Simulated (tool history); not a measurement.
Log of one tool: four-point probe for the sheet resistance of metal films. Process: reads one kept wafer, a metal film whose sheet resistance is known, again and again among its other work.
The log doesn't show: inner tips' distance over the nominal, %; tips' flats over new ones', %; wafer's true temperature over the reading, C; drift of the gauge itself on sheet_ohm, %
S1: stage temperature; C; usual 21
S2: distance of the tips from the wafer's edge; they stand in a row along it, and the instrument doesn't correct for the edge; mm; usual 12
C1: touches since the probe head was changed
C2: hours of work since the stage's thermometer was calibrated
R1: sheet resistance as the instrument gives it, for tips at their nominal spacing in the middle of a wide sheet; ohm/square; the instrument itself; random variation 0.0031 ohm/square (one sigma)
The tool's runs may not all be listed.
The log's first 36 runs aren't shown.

run 37 hour=2387.6 | S1=35 S2=4 | C1=130168 C2=699 | R1=15.85105
run 38 hour=2462.9 | S1=29 S2=13 | C1=132450 C2=730 | R1=15.582494
run 39 hour=2537.3 | S1=23 S2=21 | C1=134706 C2=760 | R1=15.485077
run 40 hour=2594.8 | S1=23 S2=21 | C1=136450 C2=783 | R1=15.495263
run 41 hour=2640.6 | S1=21 S2=15 | C1=137838 C2=801 | R1=15.467893
run 42 hour=2695.4 | S1=20 S2=3 | C1=139500 C2=824 | R1=15.802868
run 43 hour=2745.4 | S1=30 S2=60 | C1=141016 C2=844 | R1=15.578134
run 44 hour=2843.7 | S1=30 S2=60 | C1=143996 C2=883 | R1=15.581218

Forecast each of these 4 alternatives for the next run:
run A hour=2921.5 | S1=22 S2=52 | C1=146354 C2=915 | R1=?
run B hour=2921.5 | S1=35 S2=12 | C1=146354 C2=915 | R1=?
run C hour=2921.5 | S1=21 S2=8 | C1=146354 C2=915 | R1=?
run D hour=2921.5 | S1=21 S2=4 | C1=146354 C2=915 | R1=?

run=A R1=15.468839
run=B R1=15.664363
run=C R1=15.509008
run=D R1=15.657977
Without the tool's hidden state the same runs would have given:
run=A R1=15.46642
run=B R1=15.661917
run=C R1=15.506584
run=D R1=15.655531
